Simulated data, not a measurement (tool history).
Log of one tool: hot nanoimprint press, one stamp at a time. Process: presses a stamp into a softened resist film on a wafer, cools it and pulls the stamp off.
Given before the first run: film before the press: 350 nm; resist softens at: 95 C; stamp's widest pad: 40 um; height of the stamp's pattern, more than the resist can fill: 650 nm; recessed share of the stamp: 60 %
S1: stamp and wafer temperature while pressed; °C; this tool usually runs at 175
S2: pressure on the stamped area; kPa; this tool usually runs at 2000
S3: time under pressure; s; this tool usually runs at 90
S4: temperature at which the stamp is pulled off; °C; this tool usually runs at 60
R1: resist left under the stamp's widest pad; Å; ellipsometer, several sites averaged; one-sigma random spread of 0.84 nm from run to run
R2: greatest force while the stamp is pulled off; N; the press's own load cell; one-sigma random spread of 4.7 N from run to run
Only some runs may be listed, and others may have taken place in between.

| run | day | S1 | S2 | S3 | S4 | R1 | R2 |
|---|---|---|---|---|---|---|---|
| 1 | 0.000 | 175 | 2000 | 90 | 60 | 2006 | 231 |
| 2 | 2.208 | 175 | 2000 | 90 | 47 | 1998 | 305 |
| 3 | 3.533 | 175 | 2000 | 90 | 47 | 2014 | 308 |
| 4 | 5.854 | 175 | 2000 | 77 | 47 | 2097 | 316 |
| 5 | 7.550 | 175 | 2000 | 90 | 60 | 1992 | 237 |
| 6 | 10.262 | 165 | 2000 | 90 | 60 | 2644 | 238 |
| 7 | 12.254 | 175 | 2000 | 83 | 60 | 2046 | 230 |
|  | 12.667 | stamp cleaned and given a new release coat |
| 8 | 14.775 | 175 | 2000 | 83 | 60 | 2052 | 233 |
| 9 | 17.600 | 175 | 2000 | 83 | 60 | 2060 | 226 |
| 10 | 20.008 | 175 | 2000 | 90 | 60 | 1992 | 223 |
| 11 | 22.688 | 179 | 2000 | 90 | 60 | 1771 | 233 |
|  | 23.417 | plate thermocouple calibrated |
| 12 | 24.425 | 175 | 2000 | 132 | 60 | 1764 | 224 |
| 13 | 25.842 | 175 | 2000 | 132 | 60 | 1766 | 230 |
|  | 28.079 | press's hydraulic seals changed and the load cell set to zero |
| 14 | 28.583 | 175 | 2000 | 132 | 60 | 1744 | 234 |
| 15 | 30.879 | 175 | 2000 | 132 | 60 | 1748 | 241 |
| 16 | 32.288 | 168 | 2000 | 74 | 60 | 2576 | 227 |
| 17 | 33.638 | 175 | 1360 | 90 | 60 | 2290 | 219 |
| 18 | 35.225 | 175 | 2050 | 114 | 60 | 1817 | 231 |
| 19 | 37.333 | 175 | 2740 | 114 | 60 | 1602 | 229 |
| 20 | 38.675 | 175 | 2740 | 116 | 55 | 1599 | 261 |
| 21 | 39.883 | 175 | 2000 | 68 | 60 | 2170 | 236 |
|  | 41.454 | stamp cleaned and given a new release coat |
| 22 | 42.321 | 175 | 3070 | 90 | 64 | 1672 | 205 |
| 23 | 44.929 | 175 | 1960 | 90 | 64 | 2025 | 211 |
| 24 | 47.408 | 184 | 1960 | 161 | 64 | 1209 | 201 |

Expected results for the next run?
| 25 | 49.179 | 175 | 1500 | 126 | 45 | ? | ? |

{"run 25": {"R1": 2013, "R2": 323}}
If the tool had no hidden condition, the same run with the same run-to-run variation would have returned R1 2014 Å, R2 323 N.
